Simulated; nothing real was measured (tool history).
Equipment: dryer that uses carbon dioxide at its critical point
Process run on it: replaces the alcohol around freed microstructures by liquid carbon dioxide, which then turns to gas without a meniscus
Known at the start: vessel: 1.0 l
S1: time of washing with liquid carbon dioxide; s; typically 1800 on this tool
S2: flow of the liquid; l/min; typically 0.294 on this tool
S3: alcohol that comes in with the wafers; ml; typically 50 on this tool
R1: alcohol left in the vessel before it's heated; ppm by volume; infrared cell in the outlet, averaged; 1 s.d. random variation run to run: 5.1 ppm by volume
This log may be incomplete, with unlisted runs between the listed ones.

run   hour    S1     S2  S3    R1
  1      0  1800  0.294  50   115
  2   27.2  1800  0.294  37   106
  3   46.7  1800  0.294  92   217
  4   73.7  1800   0.29  50   143
  5  105.8  1320  0.294  50   619
  6  137.7  1320  0.294  50   624
  7  173.9  1320  0.294  50   640
  8    206  2460  0.294  50    62
  9  236.7  1800  0.303  50   155
 10  259.8  1800  0.294  50   179
 11  277.5  1800  0.294  24   115
 12  301.1  1800  0.294  24   123
 13  339.2  1800  0.294  26   132
 14  360.3  1800  0.294  26   140
 15  388.9  1800  0.294  26   147
 16  410.9  1140  0.349  88  1249
 17    428  1140  0.349  88  1279
     443.9  -- inlet filter changed
 18  451.2  1680  0.475  50    82
 19  485.3  1980  0.264  48   145
 20  503.5  1980  0.264  70   193
 21    537  1740  0.294  55   177
 22  575.2  1740  0.294  55   197
 23  611.2  1740  0.294  55   197
 24  637.5  1740  0.294  55   205
 25  656.7  1800  0.223  50   499
 26  676.9  2460  0.332  50   104
 27  714.4  1800  0.334  50   141

What if the next run were any one of these 3? Each begins from the tool's condition after run 27:
  A  747.6  1800  0.334  25   ?
  B  747.6  1740  0.294  45   ?
  C  747.6  1440  0.329  68   ?

run   R1
  A  126
  B  212
  C  359
The same runs, with their run-to-run variation unchanged, on a tool lacking any hidden condition would have given:
run   R1
  A   16
  B   80
  C  182
